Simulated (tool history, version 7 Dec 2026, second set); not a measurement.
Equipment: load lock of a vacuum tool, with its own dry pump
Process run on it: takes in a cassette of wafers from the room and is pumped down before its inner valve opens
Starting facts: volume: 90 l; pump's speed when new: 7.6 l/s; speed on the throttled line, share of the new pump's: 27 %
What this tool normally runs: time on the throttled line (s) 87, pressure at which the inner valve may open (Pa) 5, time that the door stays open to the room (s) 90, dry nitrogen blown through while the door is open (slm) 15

run    hour  time on the throttled line (s)  pressure at which the inner valve may open (Pa)  time that the door stays open to the room (s)  dry nitrogen blown through while the door is open (slm)  incoming humidity of the room's air, %  time from the closed door until the inner valve may open (s)  rise of the pressure with all valves shut (Pa/min)
  1       0                              87                                                5                                             90                                                       15                                    47.1                                                         184.4                                               0.329
  2   194.2                              87                                                5                                             90                                                       11                                    44.8                                                         186.9                                               0.327
  3   398.9                              87                                                5                                             90                                                        7                                    43.9                                                           187                                               0.345
  4   565.1                              87                                                5                                             90                                                        7                                    46.1                                                           186                                               0.353
  5   731.1                              87                                                4                                             90                                                       15                                    42.4                                                         191.5                                               0.359
  6   867.3                              87                                                4                                             90                                                       15                                    45.3                                                         192.5                                               0.375
  7  1039.6                              87                                                4                                             90                                                       15                                    47.9                                                         189.6                                               0.379
  8  1233.1                             110                                                5                                             90                                                       15                                    43.7                                                         205.2                                               0.385
  9  1398.8                             110                                                8                                             90                                                       15                                    46.8                                                         198.1                                               0.396
 10  1509.2                             110                                                8                                             90                                                       15                                    42.8                                                           198                                               0.399
 11  1646.8                             110                                                8                                             90                                                       15                                    49.4                                                         198.5                                                0.41
 12    1769                             110                                                8                                            154                                                       15                                    41.3                                                         199.1                                               0.421
 13  1986.9                              87                                                5                                             90                                                       33                                    45.9                                                         187.3                                               0.426
 14  2115.6                              87                                                5                                             90                                                       33                                    42.7                                                         188.9                                               0.437
 15  2297.6                              87                                                5                                             90                                                       33                                    46.4                                                         189.3                                               0.444
 16  2442.4                              87                                                5                                             90                                                        5                                      41                                                         189.8                                               0.459
 17  2544.4                              87                                                5                                             90                                                        5                                      47                                                         187.2                                               0.483
 18    2752                              87                                                5                                             90                                                        5                                    43.7                                                         193.1                                               0.492
 19  2855.6                              87                                                5                                             90                                                        5                                    45.5                                                         188.8                                               0.503
 20  2987.8                              67                                                5                                            173                                                       29                                    41.6                                                         175.6                                               0.488
 21  3140.5                              84                                                8                                             51                                                       13                                    44.1                                                         181.4                                               0.506
 22  3233.3                              86                                                8                                             51                                                       13                                    48.7                                                           182                                               0.515
 23  3336.3                             172                                                5                                             41                                                       15                                    45.1                                                         250.7                                                0.51
 24  3525.9                              64                                                5                                            113                                                       17                                    45.4                                                         175.3                                               0.528
 25  3728.9                              64                                                5                                            113                                                       17                                      45                                                         174.4                                                0.55
 26  3861.7                              64                                                5                                            113                                                       17                                    43.9                                                           174                                               0.557
 27  4035.5                             108                                                5                                             86                                                       15                                    43.9                                                         203.2                                               0.566
 28  4156.6                              52                                                5                                             82                                                        5                                    46.4                                                         165.5                                               0.583
 29  4264.3                              87                                                5                                             90                                                        6                                    45.4                                                         191.5                                               0.584
 30    4404                              87                                                5                                             86                                                       16                                    43.7                                                         190.2                                               0.591
 31  4542.4                              87                                                5                                             86                                                       16                                    44.4                                                         191.1                                               0.601
 32  4654.2                              93                                                6                                            160                                                        5                                    48.8                                                         194.6                                               0.626
 33  4773.3                              93                                                6                                            160                                                        5                                    44.9                                                         195.8                                               0.623
 34  4889.1                              48                                                5                                            160                                                        5                                    48.9                                                         165.4                                               0.637
 35  5037.3                              48                                                5                                            160                                                        5                                    46.1                                                         166.3                                               0.654
 36  5132.8                              48                                                5                                            160                                                        5                                    45.8                                                         166.4                                               0.665
     5332.6  -- door's seal changed, seat wiped
 37    5350                              87                                                5                                             29                                                       15                                    50.6                                                         192.2                                                0.02
 38  5532.3                              87                                                4                                             90                                                       15                                    44.4                                                         194.5                                               0.026

Each row is a separate what-if for the run after 38, all from the same tool condition, not one after another. Results?
  A  5631.6                              66                                                5                                            131                                                        9                                    43.6                                                             ?                                                   ?
  B  5631.6                              61                                                5                                            206                                                        4                                    46.5                                                             ?                                                   ?
  C  5631.6                             114                                                5                                             44                                                       15                                    46.2                                                             ?                                                   ?

run  time from the closed door until the inner valve may open (s)  rise of the pressure with all valves shut (Pa/min)
  A                                                         175.8                                               0.035
  B                                                         171.2                                               0.045
  C                                                         208.5                                               0.023
With the hidden condition removed and each run's random variation left untouched, the same runs would have given:
run  time from the closed door until the inner valve may open (s)  rise of the pressure with all valves shut (Pa/min)
  A                                                         165.9                                               0.031
  B                                                         161.2                                               0.041
  C                                                         199.6                                               0.019
